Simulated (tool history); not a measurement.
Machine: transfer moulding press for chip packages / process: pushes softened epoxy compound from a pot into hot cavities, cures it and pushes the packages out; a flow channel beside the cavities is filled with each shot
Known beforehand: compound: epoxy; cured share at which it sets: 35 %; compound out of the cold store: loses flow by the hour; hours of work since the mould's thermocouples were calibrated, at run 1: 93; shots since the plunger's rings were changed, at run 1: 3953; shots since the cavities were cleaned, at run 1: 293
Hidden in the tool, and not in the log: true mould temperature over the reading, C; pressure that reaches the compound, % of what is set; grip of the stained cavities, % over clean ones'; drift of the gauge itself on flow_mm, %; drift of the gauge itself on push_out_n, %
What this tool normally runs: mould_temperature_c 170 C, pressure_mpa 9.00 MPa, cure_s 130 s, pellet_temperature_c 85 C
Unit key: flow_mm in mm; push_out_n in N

| run | hour | mould_temperature_c | pressure_mpa | cure_s | pellet_temperature_c | hours of work since the mould's thermocouples were calibrated | shots since the plunger's rings were changed | shots since the cavities were cleaned | incoming compound's hours out of the cold store | flow_mm | push_out_n |
|---|---|---|---|---|---|---|---|---|---|---|---|
| 1 | 0.0 | 170 | 9.00 | 130 | 85 | 93 | 3953 | 293 | 37.0 | 673 | 268 |
| 2 | 48.7 | 177 | 9.00 | 130 | 85 | 123 | 4398 | 738 | 47.0 | 608 | 296 |
|  | 79.0 | cavities cleaned with cleaning compound and waxed |
| 3 | 93.4 | 177 | 9.00 | 130 | 85 | 151 | 4795 | 132 | 27.5 | 693 | 224 |
| 4 | 133.6 | 177 | 9.00 | 130 | 85 | 176 | 5163 | 500 | 40.5 | 622 | 281 |
| 5 | 179.6 | 177 | 9.00 | 130 | 87 | 205 | 5584 | 921 | 41.0 | 614 | 314 |
|  | 189.1 | cavities cleaned with cleaning compound and waxed |
| 6 | 247.9 | 177 | 9.00 | 130 | 87 | 247 | 6195 | 537 | 24.8 | 672 | 292 |
|  | 300.9 | cavities cleaned with cleaning compound and waxed |
|  | 307.4 | plunger's sealing rings changed |
| 7 | 330.2 | 177 | 9.00 | 130 | 87 | 296 | 209 | 246 | 16.8 | 795 | 249 |
| 8 | 366.7 | 163 | 9.00 | 130 | 85 | 319 | 543 | 580 | 41.3 | 705 | 425 |
|  | 411.5 | cavities cleaned with cleaning compound and waxed |
| 9 | 434.0 | 163 | 9.00 | 130 | 85 | 361 | 1146 | 206 | 19.8 | 807 | 376 |
| 10 | 513.2 | 163 | 9.00 | 130 | 85 | 411 | 1872 | 932 | 13.1 | 836 | 493 |
|  | 520.8 | cavities cleaned with cleaning compound and waxed |
| 11 | 571.9 | 163 | 9.00 | 130 | 85 | 447 | 2395 | 468 | 19.0 | 789 | 427 |
|  | 580.9 | mould's thermocouples calibrated |
| 12 | 619.1 | 170 | 9.00 | 130 | 85 | 24 | 2809 | 882 | 34.0 | 690 | 355 |
|  | 633.1 | cavities cleaned with cleaning compound and waxed |
| 13 | 668.1 | 177 | 9.00 | 130 | 85 | 54 | 3244 | 320 | 46.6 | 626 | 272 |
|  | 743.1 | cavities cleaned with cleaning compound and waxed |
| 14 | 743.1 | 170 | 9.00 | 130 | 85 | 100 | 3918 | 0 | 14.2 | 773 | 214 |
| 15 | 794.1 | 163 | 9.00 | 130 | 94 | 132 | 4384 | 466 | 35.6 | 679 | 395 |
| 16 | 836.5 | 172 | 10.00 | 140 | 83 | 159 | 4773 | 855 | 11.6 | 804 | 297 |
|  | 855.7 | cavities cleaned with cleaning compound and waxed |
| 17 | 889.3 | 170 | 7.95 | 163 | 94 | 191 | 5242 | 307 | 14.6 | 689 | 253 |
|  | 950.7 | mould's thermocouples calibrated, once more |
| 18 | 956.7 | 170 | 7.95 | 163 | 94 | 4 | 5842 | 907 | 43.1 | 590 | 315 |
|  | 967.9 | cavities cleaned with cleaning compound and waxed |
| 19 | 1005.4 | 165 | 7.87 | 164 | 78 | 34 | 6274 | 343 | 40.3 | 599 | 283 |
| 20 | 1048.0 | 174 | 7.39 | 169 | 80 | 60 | 6664 | 733 | 13.7 | 640 | 309 |
|  | 1054.3 | plunger's sealing rings changed |
|  | 1085.3 | cavities cleaned with cleaning compound and waxed |
| 21 | 1131.9 | 174 | 7.31 | 169 | 79 | 111 | 697 | 427 | 18.0 | 710 | 274 |
|  | 1200.0 | cavities cleaned with cleaning compound and waxed |
| 22 | 1201.4 | 170 | 10.26 | 116 | 85 | 154 | 1320 | 13 | 38.8 | 738 | 244 |
| 23 | 1286.6 | 170 | 8.77 | 127 | 79 | 207 | 2100 | 793 | 38.7 | 679 | 321 |
|  | 1311.8 | cavities cleaned with cleaning compound and waxed |
| 24 | 1327.4 | 170 | 7.55 | 131 | 85 | 232 | 2460 | 143 | 17.0 | 714 | 239 |
| 25 | 1370.5 | 170 | 7.55 | 131 | 85 | 259 | 2855 | 538 | 8.9 | 732 | 323 |
| 26 | 1406.7 | 170 | 9.49 | 166 | 85 | 282 | 3186 | 869 | 20.7 | 772 | 318 |
|  | 1422.7 | cavities cleaned with cleaning compound and waxed |
| 27 | 1461.8 | 170 | 9.49 | 166 | 85 | 316 | 3677 | 358 | 47.8 | 647 | 270 |

Predict each of these 3 candidate next runs independently; none follows another, all start after run 27:
| A | 1522.6 | 164 | 9.68 | 166 | 85 | 354 | 4235 | 916 | 41.3 | ? | ? |
| B | 1522.6 | 170 | 9.49 | 166 | 80 | 354 | 4235 | 916 | 15.3 | ? | ? |
| C | 1522.6 | 162 | 9.49 | 166 | 84 | 354 | 4235 | 916 | 12.2 | ? | ? |

| run | flow_mm | push_out_n |
|---|---|---|
| A | 705 | 344 |
| B | 783 | 310 |
| C | 818 | 346 |
With no hidden state in the tool, these same runs would have given:
| run | flow_mm | push_out_n |
|---|---|---|
| A | 762 | 218 |
| B | 846 | 195 |
| C | 886 | 224 |
